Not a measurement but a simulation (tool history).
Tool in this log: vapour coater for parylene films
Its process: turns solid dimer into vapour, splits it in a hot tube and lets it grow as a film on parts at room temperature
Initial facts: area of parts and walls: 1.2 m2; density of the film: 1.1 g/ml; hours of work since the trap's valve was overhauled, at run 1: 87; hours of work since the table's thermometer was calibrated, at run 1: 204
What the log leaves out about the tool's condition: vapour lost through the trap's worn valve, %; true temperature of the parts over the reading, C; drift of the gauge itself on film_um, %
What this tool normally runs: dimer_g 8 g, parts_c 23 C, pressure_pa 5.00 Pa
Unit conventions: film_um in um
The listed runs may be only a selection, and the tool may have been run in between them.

run,hour,dimer_g,parts_c,pressure_pa,hours of work since the trap's valve was overhauled,hours of work since the table's thermometer was calibrated,film_um
1,0.0,8,23,5.00,87,204,3.86
2,8.2,8,23,5.00,92,208,3.84
3,17.3,11,23,5.00,97,213,5.28
4,32.5,11,23,5.00,105,222,5.28
5,42.2,8,23,5.00,110,227,3.84
6,53.2,5,23,5.00,116,233,2.40
7,59.8,8,23,5.00,120,237,3.85
8,70.2,8,23,5.00,126,242,3.85
9,79.5,8,23,5.00,131,248,3.85
10,87.4,8,23,5.00,135,252,3.85
11,99.7,8,23,5.00,142,259,3.86
12,115.3,8,23,5.00,151,267,3.84
13,127.9,8,23,5.00,157,274,3.83
14,139.6,8,23,5.00,164,281,3.81
15,146.5,8,23,5.00,168,285,3.85
16,159.2,4,24,4.77,175,291,1.87
17,165.9,4,24,4.77,178,295,1.87
18,177.0,4,24,4.77,184,301,1.85
19,189.4,8,31,5.00,191,308,2.90
20,198.1,8,31,5.00,196,313,2.91
21,206.5,5,23,5.00,201,318,2.42
22,217.6,6,16,5.00,207,324,3.68
23,227.6,6,16,5.00,212,329,3.66
24,236.8,8,20,2.38,217,334,4.81
25,246.1,4,23,5.00,223,339,1.94
26,255.3,4,23,5.00,228,344,1.90
27,264.1,4,20,5.00,232,349,2.13
28,275.5,8,25,9.07,239,356,3.24
29,285.3,3,19,9.07,244,361,1.50

Below are 3 alternative next runs, each starting from the tool's condition after run 29. Predict each:
A,293.0,5,23,5.00,248,365,?
B,293.0,7,23,9.91,248,365,?
C,293.0,4,23,7.17,248,365,?

run,film_um
A,2.40
B,2.99
C,1.82
Had the tool no hidden state, the same runs would have come out as:
run,film_um
A,2.41
B,3.00
C,1.82

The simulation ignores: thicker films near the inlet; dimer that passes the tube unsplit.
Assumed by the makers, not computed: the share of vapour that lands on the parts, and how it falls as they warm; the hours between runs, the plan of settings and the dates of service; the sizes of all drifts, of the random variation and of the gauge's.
